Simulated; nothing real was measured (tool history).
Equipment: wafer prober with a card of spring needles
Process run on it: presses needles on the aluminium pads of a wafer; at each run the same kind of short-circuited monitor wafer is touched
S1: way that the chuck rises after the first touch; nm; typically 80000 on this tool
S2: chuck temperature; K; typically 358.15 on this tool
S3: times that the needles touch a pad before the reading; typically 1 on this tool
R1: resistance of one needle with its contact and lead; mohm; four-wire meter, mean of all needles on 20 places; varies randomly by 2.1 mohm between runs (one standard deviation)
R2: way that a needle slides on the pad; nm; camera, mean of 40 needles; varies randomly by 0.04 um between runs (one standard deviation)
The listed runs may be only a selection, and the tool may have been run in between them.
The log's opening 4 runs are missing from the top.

| run | day | S1 | S2 | S3 | R1 | R2 |
|---|---|---|---|---|---|---|
|  | 3.071 | tips cleaned on abrasive film |
|  | 3.838 | tips cleaned on abrasive film |
| 5 | 4.250 | 80000 | 307.15 | 1 | 268 | 20750 |
|  | 4.583 | tips cleaned on abrasive film |
|  | 5.350 | tips cleaned on abrasive film |
| 6 | 5.454 | 67000 | 358.15 | 1 | 278 | 17340 |
|  | 6.083 | tips cleaned on abrasive film |
| 7 | 6.421 | 67000 | 358.15 | 1 | 289 | 17340 |
|  | 6.833 | tips cleaned on abrasive film |
| 8 | 7.183 | 67000 | 358.15 | 1 | 295 | 17250 |
|  | 7.604 | tips cleaned on abrasive film |
|  | 8.408 | tips cleaned on abrasive film |
| 9 | 8.558 | 67000 | 358.15 | 1 | 288 | 17240 |
|  | 9.171 | tips cleaned on abrasive film |
| 10 | 9.217 | 67000 | 358.15 | 1 | 255 | 17220 |
|  | 9.958 | tips cleaned on abrasive film |
| 11 | 10.154 | 80000 | 358.15 | 1 | 269 | 20610 |
|  | 10.712 | tips cleaned on abrasive film |
| 12 | 11.404 | 80000 | 358.15 | 1 | 284 | 20580 |
|  | 11.550 | tips cleaned on abrasive film |
| 13 | 12.238 | 80000 | 358.15 | 1 | 278 | 20570 |
|  | 12.371 | tips cleaned on abrasive film |
|  | 13.100 | tips cleaned on abrasive film |
| 14 | 13.150 | 70000 | 358.15 | 1 | 258 | 17960 |
|  | 13.850 | tips cleaned on abrasive film |
| 15 | 14.442 | 70000 | 358.15 | 1 | 291 | 17890 |
|  | 14.596 | tips cleaned on abrasive film |
|  | 15.400 | tips cleaned on abrasive film |
| 16 | 15.446 | 65000 | 389.15 | 1 | 273 | 16610 |
|  | 16.183 | tips cleaned on abrasive film |
| 17 | 16.325 | 92000 | 358.15 | 2 | 245 | 23540 |
|  | 17.017 | tips cleaned on abrasive film |
|  | 17.729 | tips cleaned on abrasive film |
| 18 | 17.783 | 75000 | 305.15 | 2 | 238 | 19130 |
|  | 18.471 | tips cleaned on abrasive film |
| 19 | 19.021 | 75000 | 305.15 | 2 | 259 | 19130 |
|  | 19.271 | tips cleaned on abrasive film |
|  | 19.483 | height of the first contact set anew |
|  | 20.062 | tips cleaned on abrasive film |
| 20 | 20.062 | 80000 | 305.15 | 2 | 221 | 20790 |
|  | 20.842 | tips cleaned on abrasive film |
| 21 | 20.842 | 80000 | 305.15 | 2 | 224 | 20780 |
|  | 21.633 | tips cleaned on abrasive film |
| 22 | 21.921 | 80000 | 305.15 | 2 | 243 | 20810 |
|  | 22.342 | tips cleaned on abrasive film |
|  | 23.096 | tips cleaned on abrasive film |
| 23 | 23.096 | 80000 | 305.15 | 2 | 225 | 20760 |
|  | 23.896 | tips cleaned on abrasive film |
| 24 | 24.246 | 80000 | 305.15 | 2 | 245 | 20710 |
|  | 24.662 | tips cleaned on abrasive film |
|  | 25.429 | tips cleaned on abrasive film |
| 25 | 25.433 | 69000 | 372.15 | 1 | 252 | 17870 |

Run 26 comes next. What will it give?
|  | 26.179 | tips cleaned on abrasive film |
| 26 | 26.179 | 69000 | 372.15 | 2 | ? | ? |

{"run 26": {"R1": 248, "R2": 17810}}
If the tool had no hidden condition, the same run with the same run-to-run variation would have returned R1 242 mohm, R2 17960 nm.

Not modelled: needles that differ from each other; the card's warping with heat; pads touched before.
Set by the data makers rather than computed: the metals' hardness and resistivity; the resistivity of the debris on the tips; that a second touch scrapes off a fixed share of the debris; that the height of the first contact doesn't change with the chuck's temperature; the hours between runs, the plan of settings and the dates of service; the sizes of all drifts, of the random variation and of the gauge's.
